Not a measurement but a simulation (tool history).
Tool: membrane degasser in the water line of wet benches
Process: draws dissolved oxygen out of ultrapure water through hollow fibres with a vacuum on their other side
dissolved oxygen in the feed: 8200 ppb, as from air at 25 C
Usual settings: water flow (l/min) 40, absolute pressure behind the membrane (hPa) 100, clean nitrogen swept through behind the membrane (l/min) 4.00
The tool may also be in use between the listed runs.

run	day	water flow (l/min)	absolute pressure behind the membrane (hPa)	clean nitrogen swept through behind the membrane (l/min)	dissolved oxygen in the water behind the degasser (ppb)	pressure that the water loses in the fibres (hPa)
1	0.000	40	100	4.00	263.1	616.6
2	0.900	40	100	4.00	263.8	621.6
3	2.550	40	100	4.00	265.4	622.5
4	3.692	40	100	4.00	264.4	621.9
5	5.567	40	100	4.00	264.0	620.4
6	6.425	40	100	4.00	267.5	617.9
7	8.458	40	100	4.00	262.4	624.2
8	9.300	40	100	4.00	263.0	621.7
9	10.342	40	100	8.86	182.5	620.9
10	11.554	40	97	4.00	263.1	623.3
11	12.779	59	100	4.00	596.3	917.7
12	13.825	51	62	1.85	419.0	792.6
13	15.858	60	62	6.52	448.1	932.0
14	17.392	60	62	6.52	455.2	931.3
15	18.317	60	62	6.52	454.6	934.7
16	20.058	60	62	6.52	469.0	939.2
17	22.021	25	221	4.66	256.1	393.0

3 ways to go on from here, each from the tool as it stands after run 17. What would each give?
A	23.696	25	221	4.70	?	?
B	23.696	55	100	5.75	?	?
C	23.696	25	128	7.39	?	?

run	dissolved oxygen in the water behind the degasser (ppb)	pressure that the water loses in the fibres (hPa)
A	253.7	391.6
B	453.7	857.5
C	92.8	391.4
Without the tool's hidden state the same runs would have given:
run	dissolved oxygen in the water behind the degasser (ppb)	pressure that the water loses in the fibres (hPa)
A	247.1	388.2
B	438.4	850.1
C	88.8	388.1

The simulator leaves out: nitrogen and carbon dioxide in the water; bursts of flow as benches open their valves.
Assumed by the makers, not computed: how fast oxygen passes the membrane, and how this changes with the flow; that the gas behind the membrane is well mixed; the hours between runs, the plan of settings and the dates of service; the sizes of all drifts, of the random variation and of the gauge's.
